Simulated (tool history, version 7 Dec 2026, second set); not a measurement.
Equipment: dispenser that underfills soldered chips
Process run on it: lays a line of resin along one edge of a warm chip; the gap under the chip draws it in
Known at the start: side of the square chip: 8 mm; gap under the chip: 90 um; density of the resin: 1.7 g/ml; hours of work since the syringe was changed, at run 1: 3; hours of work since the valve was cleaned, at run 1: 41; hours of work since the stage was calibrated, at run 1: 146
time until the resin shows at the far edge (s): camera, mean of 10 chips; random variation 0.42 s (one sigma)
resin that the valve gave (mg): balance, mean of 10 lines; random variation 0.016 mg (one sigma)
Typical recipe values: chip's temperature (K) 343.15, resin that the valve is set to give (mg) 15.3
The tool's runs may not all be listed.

run   hour  chip's temperature (K)  resin that the valve is set to give (mg)  hours of work since the syringe was changed  hours of work since the valve was cleaned  hours of work since the stage was calibrated  time until the resin shows at the far edge (s)  resin that the valve gave (mg)
  1      0                  343.15                                      15.3                                            3                                         41                                           146                                            33.1                           15.01
       4.2  -- dispensing valve cleaned and set on the balance
       9.7  -- new syringe of resin
  2     16                  343.15                                      15.3                                            5                                          8                                           156                                            36.2                           15.28
      22.8  -- new syringe of resin
  3     24                  343.15                                      18.2                                            1                                         14                                           162                                            29.2                           18.13
  4   33.9                  343.15                                      18.2                                            8                                         21                                           169                                            42.8                           18.11
      35.5  -- new syringe of resin
  5   41.5                  343.15                                      15.3                                            4                                         26                                           174                                            36.4                           15.19
      48.2  -- new syringe of resin
  6   56.5                  343.15                                      15.3                                            6                                         37                                           185                                              39                           15.07
        61  -- new syringe of resin
      66.6  -- dispensing valve cleaned and set on the balance
  7   71.4                  343.15                                      15.3                                            7                                          3                                           194                                            39.1                           15.23
      74.8  -- new syringe of resin
  8   81.1                  343.15                                      15.3                                            4                                         10                                           201                                            34.6                           15.24
      88.4  -- new syringe of resin
  9   89.2                  343.15                                      15.3                                            1                                         16                                           207                                            27.9                           15.16
 10   96.2                  343.15                                      15.3                                            6                                         21                                           212                                            36.6                           15.12
     101.4  -- new syringe of resin
 11  111.6                  350.15                                      15.3                                            7                                         32                                           223                                            28.8                           15.06
     114.5  -- new syringe of resin
 12  121.3                  335.15                                      15.3                                            5                                         38                                           229                                            55.7                           15.01
     127.6  -- new syringe of resin
     129.6  -- dispensing valve cleaned and set on the balance
 13  137.1                  335.15                                      15.3                                            6                                          5                                           240                                            59.5                           15.21
     141.3  -- new syringe of resin
 14  151.6                  343.15                                      15.3                                            7                                         16                                           250                                            39.8                           15.13
     154.4  -- new syringe of resin
 15  162.8                  343.15                                      19.7                                            6                                         23                                           258                                              38                           19.42
     167.8  -- new syringe of resin
 16  174.2                  343.15                                      19.7                                            5                                         31                                           266                                            34.7                           19.35
     180.7  -- new syringe of resin
 17  183.6                  343.15                                      19.7                                            2                                         38                                           272                                            30.6                           19.31
     191.8  -- dispensing valve cleaned and set on the balance
     194.6  -- new syringe of resin
 18  195.4                  339.15                                      19.8                                            1                                          2                                           280                                            35.3                           19.75
 19  206.6                  339.15                                      19.8                                            9                                         10                                           288                                            52.6                           19.65
     208.1  -- new syringe of resin
     220.8  -- new syringe of resin
 20  221.8                  348.15                                      15.3                                            1                                         21                                           298                                            21.3                           15.11
 21  228.8                  331.15                                      16.1                                            6                                         26                                           303                                            72.3                           15.89
     233.4  -- new syringe of resin
 22  239.7                  353.15                                      19.6                                            5                                         34                                           311                                            19.9                           19.26
       247  -- new syringe of resin
 23  247.2                  353.15                                      19.6                                            0                                         39                                           316                                            15.7                           19.19
     254.7  -- dispensing valve cleaned and set on the balance
     260.9  -- new syringe of resin
 24  261.2                  355.15                                      14.8                                            0                                          4                                           325                                              15                           14.76
 25  270.7                  343.15                                      14.8                                            7                                         11                                           332                                            40.9                           14.73
     273.8  -- new syringe of resin
 26  277.7                  350.15                                      14.4                                            3                                         16                                           337                                            20.7                           14.26
     286.8  -- new syringe of resin
 27  290.5                  350.15                                      14.4                                            3                                         25                                           346                                            21.1                           14.21
     299.8  -- new syringe of resin
 28  305.4                  350.15                                      14.4                                            4                                         36                                           356                                            23.1                           14.15
     312.9  -- new syringe of resin
     317.2  -- dispensing valve cleaned and set on the balance
 29  319.4                  331.15                                      15.3                                            4                                          2                                           365                                              64                           15.31
       327  -- new syringe of resin
 30  333.5                  349.15                                      17.6                                            5                                         11                                           375                                            24.7                           17.54
       337  -- stage's temperature calibrated
       341  -- new syringe of resin
 31  348.3                  349.15                                      17.6                                            5                                         21                                             8                                            28.1                           17.46
       354  -- new syringe of resin
 32  361.9                  343.15                                      17.1                                            6                                         31                                            17                                            39.7                           16.89
     367.2  -- new syringe of resin
 33  371.3                  347.15                                      18.4                                            3                                         37                                            24                                            27.8                           18.12

For some of the steps in time until the resin shows at the far edge (s) from one run to the next: how much would appear even if the tool had no hidden state, given the settings, what came in and random variation, and how much remains for the hidden state plus any gauge scatter that the measured result and the result without hidden state don't share?
Hidden state present: resin's viscosity, % of fresh resin's; dose that the valve gives, % of what is set; true chip temperature over the reading, C; drift of the gauge itself on fill_s, %; drift of the gauge itself on given_mg, %.
Run 18 -> 19: nothing adjusted, nothing logged. time until the resin shows at the far edge (s) +17.3: hidden state +18.3, all else -1.
Run 19 -> 20: chip's temperature (K) 339.15 -> 348.15, resin that the valve is set to give (mg) 19.8 -> 15.3, new syringe of resin, new syringe of resin. time until the resin shows at the far edge (s) -31.3: hidden state -17.9, all else -13.4.
Run 20 -> 21: chip's temperature (K) 348.15 -> 331.15, resin that the valve is set to give (mg) 15.3 -> 16.1. time until the resin shows at the far edge (s) +51: hidden state +15.1, all else +35.9.
Run 21 -> 22: chip's temperature (K) 331.15 -> 353.15, resin that the valve is set to give (mg) 16.1 -> 19.6, new syringe of resin. time until the resin shows at the far edge (s) -52.4: hidden state -11.5, all else -40.9.
Run 28 -> 29: chip's temperature (K) 350.15 -> 331.15, resin that the valve is set to give (mg) 14.4 -> 15.3, new syringe of resin, dispensing valve cleaned and set on the balance. time until the resin shows at the far edge (s) +40.9: hidden state +4.2, all else +36.7.
